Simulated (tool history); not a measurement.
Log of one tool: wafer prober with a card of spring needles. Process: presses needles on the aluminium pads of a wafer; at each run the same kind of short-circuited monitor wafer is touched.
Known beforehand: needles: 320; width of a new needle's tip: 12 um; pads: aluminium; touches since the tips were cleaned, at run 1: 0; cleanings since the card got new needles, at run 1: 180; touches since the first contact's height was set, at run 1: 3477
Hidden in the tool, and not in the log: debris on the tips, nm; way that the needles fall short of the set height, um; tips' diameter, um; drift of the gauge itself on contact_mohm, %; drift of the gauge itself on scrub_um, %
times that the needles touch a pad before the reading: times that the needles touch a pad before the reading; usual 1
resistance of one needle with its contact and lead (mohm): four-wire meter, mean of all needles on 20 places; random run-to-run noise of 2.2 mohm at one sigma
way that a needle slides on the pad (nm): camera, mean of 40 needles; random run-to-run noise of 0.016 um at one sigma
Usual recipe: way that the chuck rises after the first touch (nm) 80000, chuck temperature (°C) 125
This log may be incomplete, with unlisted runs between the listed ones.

| run | hour | way that the chuck rises after the first touch (nm) | chuck temperature (°C) | times that the needles touch a pad before the reading | touches since the tips were cleaned | cleanings since the card got new needles | touches since the first contact's height was set | resistance of one needle with its contact and lead (mohm) | way that a needle slides on the pad (nm) |
|---|---|---|---|---|---|---|---|---|---|
| 1 | 0 | 80000 | 125 | 1 | 0 | 180 | 3477 | 242 | 20090 |
|  | 3.6 | tips cleaned on abrasive film |
|  | 8 | tips cleaned on abrasive film |
|  | 12.4 | tips cleaned on abrasive film |
|  | 16 | tips cleaned on abrasive film |
|  | 20.4 | tips cleaned on abrasive film |
|  | 24.8 | tips cleaned on abrasive film |
| 2 | 26.8 | 80000 | 125 | 1 | 1386 | 186 | 21996 | 244 | 20100 |
|  | 28.6 | tips cleaned on abrasive film |
|  | 33.1 | tips cleaned on abrasive film |
|  | 37.5 | tips cleaned on abrasive film |
|  | 41.9 | tips cleaned on abrasive film |
|  | 46.4 | tips cleaned on abrasive film |
|  | 50.8 | tips cleaned on abrasive film |
|  | 55.2 | tips cleaned on abrasive film |
|  | 59.6 | tips cleaned on abrasive film |
| 3 | 60.8 | 80000 | 125 | 1 | 788 | 194 | 45425 | 238 | 20100 |
|  | 63.5 | tips cleaned on abrasive film |
|  | 67.9 | tips cleaned on abrasive film |
|  | 72.3 | tips cleaned on abrasive film |
|  | 76.7 | tips cleaned on abrasive film |
|  | 80.3 | tips cleaned on abrasive film |
|  | 84.7 | tips cleaned on abrasive film |
|  | 88.3 | tips cleaned on abrasive film |
|  | 92.7 | tips cleaned on abrasive film |
|  | 96.3 | tips cleaned on abrasive film |
|  | 99.9 | tips cleaned on abrasive film |
|  | 101 | height of the first contact set anew |
| 4 | 101.1 | 80000 | 125 | 1 | 690 | 204 | 79 | 245 | 20090 |
|  | 103.8 | tips cleaned on abrasive film |
|  | 108.3 | tips cleaned on abrasive film |
|  | 112.7 | tips cleaned on abrasive film |
|  | 116.3 | tips cleaned on abrasive film |
|  | 120.7 | tips cleaned on abrasive film |
|  | 125.1 | tips cleaned on abrasive film |
|  | 128.7 | tips cleaned on abrasive film |
| 5 | 130.2 | 80000 | 125 | 1 | 1077 | 211 | 20118 | 242 | 20130 |
|  | 132.9 | tips cleaned on abrasive film |
|  | 137.3 | tips cleaned on abrasive film |
|  | 141.8 | tips cleaned on abrasive film |
|  | 146.2 | tips cleaned on abrasive film |
|  | 150.6 | tips cleaned on abrasive film |
|  | 154.2 | tips cleaned on abrasive film |
|  | 157.7 | tips cleaned on abrasive film |
|  | 162.2 | tips cleaned on abrasive film |
|  | 165.7 | tips cleaned on abrasive film |
|  | 170.2 | tips cleaned on abrasive film |
| 6 | 172 | 80000 | 125 | 1 | 1291 | 221 | 48943 | 239 | 20150 |
|  | 173.8 | tips cleaned on abrasive film |
|  | 178.2 | tips cleaned on abrasive film |
|  | 181.8 | tips cleaned on abrasive film |
|  | 186.2 | tips cleaned on abrasive film |
|  | 189.8 | tips cleaned on abrasive film |
|  | 194.2 | tips cleaned on abrasive film |
|  | 198.7 | tips cleaned on abrasive film |
| 7 | 200 | 80000 | 125 | 1 | 956 | 228 | 68250 | 241 | 20100 |
|  | 202.7 | tips cleaned on abrasive film |
|  | 206.5 | height of the first contact set anew |
|  | 207.4 | tips cleaned on abrasive film |
|  | 211.9 | tips cleaned on abrasive film |
|  | 216.3 | tips cleaned on abrasive film |
|  | 220.7 | tips cleaned on abrasive film |
|  | 224.3 | tips cleaned on abrasive film |
|  | 227.9 | tips cleaned on abrasive film |
|  | 232.3 | tips cleaned on abrasive film |
|  | 235.8 | tips cleaned on abrasive film |
|  | 240.3 | tips cleaned on abrasive film |
| 8 | 241.8 | 80000 | 125 | 1 | 1097 | 238 | 24349 | 243 | 20170 |
|  | 244.5 | tips cleaned on abrasive film |
|  | 248.1 | tips cleaned on abrasive film |
|  | 252.5 | tips cleaned on abrasive film |
|  | 256.9 | tips cleaned on abrasive film |
|  | 261.4 | tips cleaned on abrasive film |
|  | 265.8 | tips cleaned on abrasive film |
|  | 269.4 | tips cleaned on abrasive film |
|  | 273.8 | tips cleaned on abrasive film |
|  | 277.4 | tips cleaned on abrasive film |
|  | 280.9 | tips cleaned on abrasive film |
|  | 285.4 | tips cleaned on abrasive film |
|  | 289.8 | tips cleaned on abrasive film |
|  | 293.4 | tips cleaned on abrasive film |
| 9 | 293.4 | 80000 | 125 | 1 | 0 | 251 | 59860 | 241 | 20170 |
|  | 297.8 | tips cleaned on abrasive film |
|  | 301.4 | tips cleaned on abrasive film |
|  | 304.9 | tips cleaned on abrasive film |
|  | 309.4 | tips cleaned on abrasive film |
|  | 312.3 | height of the first contact set anew |
|  | 313.2 | tips cleaned on abrasive film |
|  | 317.6 | tips cleaned on abrasive film |
|  | 322.1 | tips cleaned on abrasive film |
|  | 326.5 | tips cleaned on abrasive film |
|  | 330.1 | tips cleaned on abrasive film |
|  | 334.5 | tips cleaned on abrasive film |
|  | 338.1 | tips cleaned on abrasive film |
|  | 342.5 | tips cleaned on abrasive film |
| 10 | 343.7 | 80000 | 125 | 1 | 834 | 263 | 21639 | 244 | 20200 |
|  | 346.4 | tips cleaned on abrasive film |
|  | 350.8 | tips cleaned on abrasive film |
|  | 355.2 | tips cleaned on abrasive film |
|  | 358.8 | tips cleaned on abrasive film |
|  | 363.2 | tips cleaned on abrasive film |
|  | 366.8 | tips cleaned on abrasive film |
|  | 370.4 | tips cleaned on abrasive film |
| 11 | 371 | 79000 | 98 | 2 | 437 | 270 | 40432 | 236 | 19980 |
|  | 374.5 | tips cleaned on abrasive film |
|  | 378.1 | tips cleaned on abrasive film |
|  | 381.7 | tips cleaned on abrasive film |
|  | 386.1 | tips cleaned on abrasive film |
|  | 389.7 | tips cleaned on abrasive film |
|  | 394.1 | tips cleaned on abrasive film |
|  | 398.5 | tips cleaned on abrasive film |
|  | 402.9 | tips cleaned on abrasive film |
|  | 407.4 | tips cleaned on abrasive film |
| 12 | 407.8 | 74000 | 67 | 1 | 293 | 279 | 65813 | 227 | 18720 |
|  | 411.4 | tips cleaned on abrasive film |
|  | 414.9 | tips cleaned on abrasive film |
|  | 417.8 | height of the first contact set anew |
|  | 419.6 | tips cleaned on abrasive film |
|  | 423.2 | tips cleaned on abrasive film |
|  | 427.6 | tips cleaned on abrasive film |
|  | 432.1 | tips cleaned on abrasive film |
|  | 436.5 | tips cleaned on abrasive film |
|  | 440.1 | tips cleaned on abrasive film |
|  | 444.5 | tips cleaned on abrasive film |
| 13 | 446 | 74000 | 67 | 1 | 1048 | 288 | 19405 | 228 | 18730 |
|  | 448.7 | tips cleaned on abrasive film |
|  | 452.2 | tips cleaned on abrasive film |
|  | 456.7 | tips cleaned on abrasive film |
|  | 461.1 | tips cleaned on abrasive film |
|  | 465.5 | tips cleaned on abrasive film |
|  | 469.1 | tips cleaned on abrasive film |
|  | 473.5 | tips cleaned on abrasive film |
|  | 477.1 | tips cleaned on abrasive film |
|  | 481.1 | tips cleaned on abrasive film |
| 14 | 481.1 | 74000 | 67 | 1 | 0 | 297 | 43582 | 226 | 18740 |

What does the tool deliver on the next run?
|  | 484.7 | tips cleaned on abrasive film |
|  | 489.1 | tips cleaned on abrasive film |
|  | 493.5 | tips cleaned on abrasive film |
|  | 497.1 | tips cleaned on abrasive film |
|  | 501.5 | tips cleaned on abrasive film |
|  | 505.1 | tips cleaned on abrasive film |
|  | 509.5 | tips cleaned on abrasive film |
| 15 | 509.7 | 70000 | 63 | 1 | 174 | 304 | 63337 | ? | ? |

Run 15 gave resistance of one needle with its contact and lead (mohm) 225, way that a needle slides on the pad (nm) 17730.
Without the tool's hidden state the same run would have given resistance of one needle with its contact and lead (mohm) 225, way that a needle slides on the pad (nm) 17570.

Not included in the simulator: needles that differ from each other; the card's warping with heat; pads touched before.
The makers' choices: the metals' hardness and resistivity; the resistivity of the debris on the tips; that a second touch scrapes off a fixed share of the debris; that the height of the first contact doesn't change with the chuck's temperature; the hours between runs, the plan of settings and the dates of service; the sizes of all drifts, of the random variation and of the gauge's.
